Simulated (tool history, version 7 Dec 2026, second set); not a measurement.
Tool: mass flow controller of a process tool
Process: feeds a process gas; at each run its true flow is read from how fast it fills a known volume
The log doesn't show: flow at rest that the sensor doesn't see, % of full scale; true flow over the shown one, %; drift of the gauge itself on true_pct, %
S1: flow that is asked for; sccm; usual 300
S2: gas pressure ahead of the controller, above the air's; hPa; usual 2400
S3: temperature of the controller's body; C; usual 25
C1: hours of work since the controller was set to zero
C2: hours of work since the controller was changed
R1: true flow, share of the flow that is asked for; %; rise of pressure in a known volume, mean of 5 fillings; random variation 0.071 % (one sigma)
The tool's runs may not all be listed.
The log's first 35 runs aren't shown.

{"run": 36, "hour": 10036.1, "S1": 300, "S2": 1700, "S3": 25, "C1": 1799, "C2": 1876, "R1": 100.61}
{"run": 37, "hour": 10379.4, "S1": 300, "S2": 1480, "S3": 25, "C1": 1938, "C2": 2015, "R1": 100.8}
{"run": 38, "hour": 10679.8, "S1": 300, "S2": 1810, "S3": 25, "C1": 2060, "C2": 2136, "R1": 100.65}
{"run": 39, "hour": 11067.7, "S1": 300, "S2": 1810, "S3": 25, "C1": 2217, "C2": 2293, "R1": 100.75}
{"run": 40, "hour": 11377.8, "S1": 300, "S2": 1810, "S3": 25, "C1": 2342, "C2": 2418, "R1": 100.71}
{"run": 41, "hour": 11658.1, "S1": 300, "S2": 2290, "S3": 25, "C1": 2455, "C2": 2532, "R1": 100.61}
{"run": 42, "hour": 11944.2, "S1": 382, "S2": 1900, "S3": 32, "C1": 2571, "C2": 2648, "R1": 100.38}
{"run": 43, "hour": 12301.1, "S1": 139, "S2": 1560, "S3": 21, "C1": 2715, "C2": 2792, "R1": 102.0}
{"run": 44, "hour": 12542.3, "S1": 139, "S2": 1560, "S3": 21, "C1": 2813, "C2": 2889, "R1": 102.18}
{"run": 45, "hour": 12800.3, "S1": 122, "S2": 1420, "S3": 29, "C1": 2917, "C2": 2994, "R1": 102.2}
{"run": 46, "hour": 13124.5, "S1": 215, "S2": 2330, "S3": 40, "C1": 3048, "C2": 3125, "R1": 100.22}

3 ways to go on from here, each from the tool as it stands after run 46. What would each give?
{"run": "A", "hour": 13296.6, "S1": 103, "S2": 1410, "S3": 25, "C1": 3118, "C2": 3194, "R1": "?"}
{"run": "B", "hour": 13296.6, "S1": 426, "S2": 2510, "S3": 23, "C1": 3118, "C2": 3194, "R1": "?"}
{"run": "C", "hour": 13296.6, "S1": 215, "S2": 2670, "S3": 28, "C1": 3118, "C2": 3194, "R1": "?"}

run=A R1=102.94
run=B R1=100.80
run=C R1=100.59
Without the tool's hidden state the same runs would have given:
run=A R1=99.74
run=B R1=99.79
run=C R1=98.89

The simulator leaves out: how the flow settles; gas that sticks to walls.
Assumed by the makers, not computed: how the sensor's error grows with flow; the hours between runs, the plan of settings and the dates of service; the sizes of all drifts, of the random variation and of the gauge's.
